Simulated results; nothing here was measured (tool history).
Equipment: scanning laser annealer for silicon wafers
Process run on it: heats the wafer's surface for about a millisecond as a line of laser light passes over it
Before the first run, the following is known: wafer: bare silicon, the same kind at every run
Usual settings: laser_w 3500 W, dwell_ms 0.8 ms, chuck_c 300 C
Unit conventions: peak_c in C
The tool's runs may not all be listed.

run 1 hour=0 | laser_w=3500 dwell_ms=0.8 chuck_c=300 | peak_c=1003
run 2 hour=12.3 | laser_w=3500 dwell_ms=0.8 chuck_c=300 | peak_c=1000
-- hour=17.5 window over the wafer cleaned
run 3 hour=26.5 | laser_w=3500 dwell_ms=0.8 chuck_c=300 | peak_c=1028
run 4 hour=38.8 | laser_w=3500 dwell_ms=0.8 chuck_c=300 | peak_c=1027
run 5 hour=59.3 | laser_w=3500 dwell_ms=0.587 chuck_c=300 | peak_c=932
run 6 hour=79.9 | laser_w=3500 dwell_ms=0.863 chuck_c=300 | peak_c=1048
run 7 hour=97.1 | laser_w=3500 dwell_ms=0.8 chuck_c=300 | peak_c=1023
run 8 hour=112.8 | laser_w=3500 dwell_ms=0.8 chuck_c=300 | peak_c=1024
run 9 hour=126.7 | laser_w=3500 dwell_ms=0.8 chuck_c=300 | peak_c=1022
run 10 hour=141.1 | laser_w=3500 dwell_ms=0.8 chuck_c=300 | peak_c=1024
run 11 hour=162.6 | laser_w=3500 dwell_ms=0.8 chuck_c=300 | peak_c=1021
run 12 hour=183.1 | laser_w=3500 dwell_ms=0.8 chuck_c=332 | peak_c=1054
run 13 hour=193.8 | laser_w=3131 dwell_ms=0.8 chuck_c=300 | peak_c=953
run 14 hour=206.2 | laser_w=3500 dwell_ms=0.773 chuck_c=300 | peak_c=1011
run 15 hour=220.6 | laser_w=3500 dwell_ms=0.773 chuck_c=300 | peak_c=1011
run 16 hour=233.8 | laser_w=3500 dwell_ms=0.773 chuck_c=300 | peak_c=1008
run 17 hour=245.8 | laser_w=3500 dwell_ms=0.789 chuck_c=300 | peak_c=1014
run 18 hour=260.8 | laser_w=3500 dwell_ms=0.8 chuck_c=300 | peak_c=1021
-- hour=265.6 laser's power meter calibrated
run 19 hour=284.6 | laser_w=3500 dwell_ms=0.8 chuck_c=300 | peak_c=1017
run 20 hour=307.2 | laser_w=3500 dwell_ms=0.874 chuck_c=300 | peak_c=1045
run 21 hour=329.6 | laser_w=3500 dwell_ms=0.874 chuck_c=305 | peak_c=1050
run 22 hour=342.4 | laser_w=3798 dwell_ms=0.877 chuck_c=303 | peak_c=1107
run 23 hour=356.1 | laser_w=3069 dwell_ms=0.756 chuck_c=324 | peak_c=944
run 24 hour=367.8 | laser_w=3069 dwell_ms=0.887 chuck_c=296 | peak_c=958
run 25 hour=378.9 | laser_w=3081 dwell_ms=0.893 chuck_c=263 | peak_c=927
-- hour=392.4 laser's power meter calibrated, once more
run 26 hour=400.9 | laser_w=3081 dwell_ms=0.893 chuck_c=263 | peak_c=929
run 27 hour=412.4 | laser_w=3034 dwell_ms=0.893 chuck_c=263 | peak_c=920
run 28 hour=432.6 | laser_w=3034 dwell_ms=0.587 chuck_c=263 | peak_c=808
run 29 hour=448.7 | laser_w=3542 dwell_ms=0.578 chuck_c=263 | peak_c=890
run 30 hour=466 | laser_w=3542 dwell_ms=0.975 chuck_c=263 | peak_c=1051
run 31 hour=481.3 | laser_w=3620 dwell_ms=0.91 chuck_c=325 | peak_c=1100
run 32 hour=494.2 | laser_w=3655 dwell_ms=0.622 chuck_c=300 | peak_c=966
run 33 hour=506 | laser_w=3655 dwell_ms=0.622 chuck_c=300 | peak_c=965
run 34 hour=518.4 | laser_w=3655 dwell_ms=0.622 chuck_c=300 | peak_c=962
run 35 hour=536.2 | laser_w=3623 dwell_ms=0.951 chuck_c=279 | peak_c=1073
run 36 hour=545.4 | laser_w=3623 dwell_ms=0.951 chuck_c=279 | peak_c=1073
run 37 hour=555.4 | laser_w=3623 dwell_ms=0.951 chuck_c=279 | peak_c=1068
run 38 hour=571.3 | laser_w=3623 dwell_ms=0.951 chuck_c=279 | peak_c=1068
run 39 hour=589.6 | laser_w=3065 dwell_ms=0.939 chuck_c=283 | peak_c=956
run 40 hour=606.9 | laser_w=3345 dwell_ms=0.618 chuck_c=289 | peak_c=896

Hidden state or all else? Some run-to-run changes of peak_c, split into what the settings, what came in and random variation would give without the hidden state, and what is left for the hidden state (with any gauge scatter that isn't in both results):
The tool's hidden condition here consists of: light that passes the window, % of a clean one's; laser's true power over the reading, %; width of the line over the set one, %; drift of the gauge itself on peak_c, C.
Run 2 -> 3: window over the wafer cleaned. peak_c +28 C: hidden state +25, all else +3.
Run 22 -> 23: laser_w 3798 -> 3069, dwell_ms 0.877 -> 0.756, chuck_c 303 -> 324. peak_c -163 C: hidden state +7, all else -170.
Run 29 -> 30: dwell_ms 0.578 -> 0.975. peak_c +161 C: hidden state -7, all else +168.
Run 31 -> 32: laser_w 3620 -> 3655, dwell_ms 0.91 -> 0.622, chuck_c 325 -> 300. peak_c -134 C: hidden state +4, all else -138.
